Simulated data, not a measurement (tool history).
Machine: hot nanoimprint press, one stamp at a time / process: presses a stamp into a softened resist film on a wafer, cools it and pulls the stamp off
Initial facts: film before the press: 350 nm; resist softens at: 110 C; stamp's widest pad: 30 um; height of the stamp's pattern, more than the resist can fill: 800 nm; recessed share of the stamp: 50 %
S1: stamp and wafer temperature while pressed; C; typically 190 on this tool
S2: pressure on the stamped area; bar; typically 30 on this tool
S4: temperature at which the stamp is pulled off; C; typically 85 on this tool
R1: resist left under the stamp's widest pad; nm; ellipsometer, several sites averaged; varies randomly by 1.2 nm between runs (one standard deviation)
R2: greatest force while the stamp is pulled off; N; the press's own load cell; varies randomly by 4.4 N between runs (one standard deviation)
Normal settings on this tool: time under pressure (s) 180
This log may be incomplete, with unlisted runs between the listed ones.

{"run": 1, "hour": 0.0, "S1": 190, "S2": 30, "time under pressure (s)": 180, "S4": 85, "R1": 172.5, "R2": 216}
{"run": 2, "hour": 47.0, "S1": 190, "S2": 30, "time under pressure (s)": 180, "S4": 85, "R1": 173.3, "R2": 221}
{"run": 3, "hour": 124.4, "S1": 190, "S2": 47.4, "time under pressure (s)": 180, "S4": 85, "R1": 136.3, "R2": 218}
{"run": 4, "hour": 200.2, "S1": 190, "S2": 47.4, "time under pressure (s)": 180, "S4": 85, "R1": 134.3, "R2": 215}
{"run": 5, "hour": 272.0, "S1": 190, "S2": 47.4, "time under pressure (s)": 180, "S4": 85, "R1": 137, "R2": 218}
{"hour": 285.7, "done": "stamp cleaned and given a new release coat"}
{"run": 6, "hour": 331.4, "S1": 194, "S2": 47.4, "time under pressure (s)": 180, "S4": 85, "R1": 114.9, "R2": 213}
{"run": 7, "hour": 429.4, "S1": 194, "S2": 47.4, "time under pressure (s)": 180, "S4": 85, "R1": 116.1, "R2": 217}
{"run": 8, "hour": 527.0, "S1": 194, "S2": 47.4, "time under pressure (s)": 110, "S4": 85, "R1": 137.7, "R2": 222}
{"hour": 612.4, "done": "press's hydraulic seals changed and the load cell set to zero"}
{"run": 9, "hour": 625.7, "S1": 194, "S2": 47.4, "time under pressure (s)": 110, "S4": 85, "R1": 137, "R2": 218}
{"run": 10, "hour": 679.5, "S1": 194, "S2": 47.4, "time under pressure (s)": 110, "S4": 85, "R1": 139.2, "R2": 211}
{"hour": 702.1, "done": "plate thermocouple calibrated"}
{"hour": 722.9, "done": "stamp cleaned and given a new release coat"}
{"run": 11, "hour": 784.3, "S1": 194, "S2": 47.4, "time under pressure (s)": 110, "S4": 85, "R1": 136.9, "R2": 209}
{"run": 12, "hour": 851.8, "S1": 194, "S2": 47.4, "time under pressure (s)": 110, "S4": 85, "R1": 137.3, "R2": 220}
{"run": 13, "hour": 939.1, "S1": 194, "S2": 47.4, "time under pressure (s)": 110, "S4": 85, "R1": 138.2, "R2": 215}
{"run": 14, "hour": 990.7, "S1": 190, "S2": 30, "time under pressure (s)": 180, "S4": 90, "R1": 174, "R2": 207}
{"run": 15, "hour": 1081.2, "S1": 190, "S2": 30, "time under pressure (s)": 180, "S4": 90, "R1": 172, "R2": 205}
{"run": 16, "hour": 1133.9, "S1": 190, "S2": 30, "time under pressure (s)": 180, "S4": 90, "R1": 171.8, "R2": 206}
{"hour": 1148.2, "done": "stamp cleaned and given a new release coat"}
{"run": 17, "hour": 1213.4, "S1": 190, "S2": 30, "time under pressure (s)": 264, "S4": 79, "R1": 151.5, "R2": 225}
{"run": 18, "hour": 1263.5, "S1": 190, "S2": 20.1, "time under pressure (s)": 176, "S4": 85, "R1": 208.5, "R2": 216}
{"run": 19, "hour": 1360.9, "S1": 190, "S2": 34, "time under pressure (s)": 171, "S4": 90, "R1": 164.8, "R2": 206}
{"run": 20, "hour": 1436.9, "S1": 190, "S2": 39.4, "time under pressure (s)": 95, "S4": 89, "R1": 185.6, "R2": 213}
{"hour": 1447.0, "done": "plate thermocouple calibrated"}
{"run": 21, "hour": 1527.4, "S1": 195, "S2": 43, "time under pressure (s)": 294, "S4": 89, "R1": 95.9, "R2": 209}
{"hour": 1578.2, "done": "stamp cleaned and given a new release coat"}
{"run": 22, "hour": 1595.7, "S1": 195, "S2": 43, "time under pressure (s)": 294, "S4": 89, "R1": 97.6, "R2": 198}
{"run": 23, "hour": 1683.9, "S1": 195, "S2": 43, "time under pressure (s)": 294, "S4": 89, "R1": 96.3, "R2": 206}
{"run": 24, "hour": 1757.9, "S1": 195, "S2": 43, "time under pressure (s)": 137, "S4": 86, "R1": 128.1, "R2": 220}
{"run": 25, "hour": 1821.3, "S1": 192, "S2": 30, "time under pressure (s)": 180, "S4": 85, "R1": 159.2, "R2": 223}
{"hour": 1906.1, "done": "press's hydraulic seals changed and the load cell set to zero"}
{"run": 26, "hour": 1906.1, "S1": 192, "S2": 22.5, "time under pressure (s)": 171, "S4": 84, "R1": 185.7, "R2": 218}
{"run": 27, "hour": 1964.9, "S1": 181, "S2": 30, "time under pressure (s)": 180, "S4": 86, "R1": 236.1, "R2": 225}
{"hour": 2017.7, "done": "stamp cleaned and given a new release coat"}
{"run": 28, "hour": 2055.1, "S1": 181, "S2": 30, "time under pressure (s)": 223, "S4": 81, "R1": 224.1, "R2": 217}

Forecast each of these 4 alternatives for the next run:
{"run": "A", "hour": 2131.5, "S1": 181, "S2": 28.3, "time under pressure (s)": 223, "S4": 78, "R1": "?", "R2": "?"}
{"run": "B", "hour": 2131.5, "S1": 181, "S2": 30, "time under pressure (s)": 223, "S4": 91, "R1": "?", "R2": "?"}
{"run": "C", "hour": 2131.5, "S1": 196, "S2": 36.4, "time under pressure (s)": 110, "S4": 85, "R1": "?", "R2": "?"}
{"run": "D", "hour": 2131.5, "S1": 190, "S2": 30, "time under pressure (s)": 194, "S4": 73, "R1": "?", "R2": "?"}

run=A R1=232.3 R2=233
run=B R1=226.4 R2=198
run=C R1=146.4 R2=211
run=D R1=166.2 R2=246
Take away the tool's hidden state, keep each run's random variation, and the runs would have read:
run=A R1=233.2 R2=232
run=B R1=227.3 R2=198
run=C R1=146.9 R2=211
run=D R1=166.9 R2=246

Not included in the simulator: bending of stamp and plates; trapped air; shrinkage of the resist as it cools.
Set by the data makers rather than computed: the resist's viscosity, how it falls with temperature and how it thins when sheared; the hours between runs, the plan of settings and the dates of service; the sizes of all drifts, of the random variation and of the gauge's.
